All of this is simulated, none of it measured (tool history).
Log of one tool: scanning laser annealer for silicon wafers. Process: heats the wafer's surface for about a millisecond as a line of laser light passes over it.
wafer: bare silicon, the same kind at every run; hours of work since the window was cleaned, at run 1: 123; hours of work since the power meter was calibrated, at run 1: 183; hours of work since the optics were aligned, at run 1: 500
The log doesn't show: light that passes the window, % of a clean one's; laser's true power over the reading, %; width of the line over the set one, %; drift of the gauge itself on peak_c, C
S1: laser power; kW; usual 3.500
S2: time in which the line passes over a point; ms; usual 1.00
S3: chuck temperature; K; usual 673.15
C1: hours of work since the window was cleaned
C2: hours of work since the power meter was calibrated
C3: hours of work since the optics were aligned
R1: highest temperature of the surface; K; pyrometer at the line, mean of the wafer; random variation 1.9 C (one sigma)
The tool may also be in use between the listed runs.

run	hour	S1	S2	S3	C1	C2	C3	R1
1	0.0	3.500	1.00	673.15	123	183	500	1461.15
2	10.6	3.500	1.00	673.15	129	189	505	1463.15
3	17.5	3.500	1.00	707.15	132	192	509	1497.15
4	32.6	3.500	1.00	673.15	140	200	517	1462.15
5	46.5	3.500	1.00	673.15	148	208	524	1461.15
6	61.7	3.500	1.00	673.15	156	216	532	1461.15
7	70.6	3.500	1.00	673.15	160	220	537	1458.15
8	79.0	3.500	1.00	673.15	165	225	541	1457.15
9	89.7	3.712	1.00	673.15	171	230	547	1512.15
10	98.0	3.712	1.00	673.15	175	235	551	1516.15
11	108.3	3.712	1.00	673.15	180	240	557	1514.15
12	117.9	3.712	1.00	673.15	185	245	562	1511.15
13	131.1	3.712	1.00	673.15	192	252	569	1509.15
14	143.4	3.712	1.00	673.15	199	259	575	1511.15
15	151.0	3.500	1.00	673.15	203	263	579	1452.15
16	166.1	3.500	1.00	673.15	211	271	587	1453.15
17	176.2	3.500	1.00	673.15	216	276	593	1455.15
18	191.5	3.500	1.00	673.15	224	284	601	1455.15
19	200.4	3.500	1.00	673.15	229	289	606	1454.15
20	208.4	3.500	1.00	673.15	233	293	610	1453.15
21	223.5	3.500	1.00	673.15	241	301	618	1451.15
22	235.5	3.521	0.80	655.15	248	308	624	1353.15
23	250.3	3.695	0.79	688.15	256	316	632	1417.15
24	260.6	3.409	0.79	666.15	261	321	637	1332.15
25	268.5	3.409	0.79	666.15	265	325	642	1332.15
26	278.3	3.547	1.00	673.15	270	330	647	1461.15
27	290.8	3.718	1.25	703.15	277	337	654	1642.15
28	305.1	3.718	1.25	703.15	285	345	661	1638.15
29	313.8	3.418	0.77	673.15	289	349	666	1327.15
30	328.3	2.977	1.02	646.15	297	357	673	1292.15
31	340.4	3.093	1.02	710.15	303	363	680	1384.15
32	348.8	3.528	1.02	686.15	308	368	684	1475.15
33	355.7	3.171	1.02	652.15	311	371	688	1351.15
34	369.7	3.190	0.84	653.15	319	379	695	1283.15
35	378.1	3.017	0.90	664.15	323	383	700	1276.15
36	387.1	3.314	1.09	673.15	328	388	705	1429.15
37	396.4	3.500	0.78	699.15	333	393	709	1377.15
38	409.5	3.441	1.14	661.15	340	400	716	1468.15
39	422.7	3.557	1.00	633.15	347	407	723	1418.15
40	438.5	3.454	1.22	665.15	355	415	732	1504.15
# hour 451.9: window over the wafer cleaned
41	455.1	3.454	1.22	634.15	2	423	739	1506.15

4 ways to go on from here, each from the tool as it stands after run 41. What would each give?
A	467.9	3.528	1.01	693.15	8	430	746	?
B	467.9	3.025	0.71	650.15	8	430	746	?
C	467.9	3.454	1.19	634.15	8	430	746	?
D	467.9	3.500	1.03	655.15	8	430	746	?

run	R1
A	1501.15
B	1208.15
C	1489.15
D	1464.15
Without the tool's hidden state the same runs would have given:
run	R1
A	1511.15
B	1214.15
C	1499.15
D	1474.15
